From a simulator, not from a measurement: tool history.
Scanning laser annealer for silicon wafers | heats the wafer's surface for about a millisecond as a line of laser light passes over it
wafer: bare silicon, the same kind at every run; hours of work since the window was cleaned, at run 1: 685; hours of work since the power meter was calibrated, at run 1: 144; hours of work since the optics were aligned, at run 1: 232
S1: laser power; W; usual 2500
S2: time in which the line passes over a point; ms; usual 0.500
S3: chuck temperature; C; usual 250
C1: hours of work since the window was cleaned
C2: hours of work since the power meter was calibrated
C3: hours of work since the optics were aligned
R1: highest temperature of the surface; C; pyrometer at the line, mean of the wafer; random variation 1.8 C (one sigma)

run 1 day=0.000 | S1=2500 S2=0.500 S3=250 | C1=685 C2=144 C3=232 | R1=962
run 2 day=0.333 | S1=2500 S2=0.500 S3=250 | C1=688 C2=148 C3=236 | R1=963
run 3 day=0.771 | S1=2500 S2=0.500 S3=224 | C1=693 C2=152 C3=240 | R1=941
run 4 day=1.075 | S1=2494 S2=0.500 S3=250 | C1=696 C2=155 C3=243 | R1=961
run 5 day=1.462 | S1=2500 S2=0.592 S3=250 | C1=700 C2=159 C3=247 | R1=1024
run 6 day=1.750 | S1=2500 S2=0.592 S3=250 | C1=703 C2=162 C3=250 | R1=1021
run 7 day=2.017 | S1=2500 S2=0.592 S3=250 | C1=706 C2=165 C3=253 | R1=1021
run 8 day=2.500 | S1=2500 S2=0.592 S3=250 | C1=711 C2=170 C3=258 | R1=1019
run 9 day=2.704 | S1=2500 S2=0.592 S3=250 | C1=713 C2=172 C3=260 | R1=1018
run 10 day=2.967 | S1=2500 S2=0.592 S3=250 | C1=715 C2=175 C3=263 | R1=1018
run 11 day=3.354 | S1=2500 S2=0.592 S3=250 | C1=719 C2=179 C3=266 | R1=1019
run 12 day=3.554 | S1=2500 S2=0.395 S3=250 | C1=721 C2=181 C3=269 | R1=891
run 13 day=4.038 | S1=2500 S2=0.500 S3=250 | C1=726 C2=186 C3=273 | R1=963
run 14 day=4.358 | S1=2357 S2=0.500 S3=250 | C1=730 C2=189 C3=277 | R1=920
run 15 day=4.588 | S1=2500 S2=0.500 S3=219 | C1=732 C2=191 C3=279 | R1=929
run 16 day=5.062 | S1=2500 S2=0.500 S3=219 | C1=737 C2=196 C3=284 | R1=928
run 17 day=5.462 | S1=2570 S2=0.390 S3=219 | C1=741 C2=200 C3=288 | R1=874
-- day=5.692 window over the wafer cleaned
run 18 day=5.933 | S1=2500 S2=0.369 S3=236 | C1=2 C2=204 C3=292 | R1=890
-- day=6.183 optics aligned, line set to its width
run 19 day=6.400 | S1=2364 S2=0.504 S3=236 | C1=5 C2=207 C3=2 | R1=949
run 20 day=6.638 | S1=2206 S2=0.432 S3=245 | C1=8 C2=209 C3=5 | R1=864
run 21 day=6.996 | S1=2206 S2=0.432 S3=245 | C1=11 C2=213 C3=8 | R1=862
run 22 day=7.317 | S1=2500 S2=0.580 S3=250 | C1=14 C2=216 C3=12 | R1=1053

Run 23 comes next. What will it give?
-- day=7.992 optics aligned, line set to its width, once more
run 23 day=8.017 | S1=2617 S2=0.357 S3=280 | C1=19 C2=221 C3=0 | R1=?

{"run 23": {"R1": 961}}
Without the tool's hidden state the same run would have given R1 962 C.
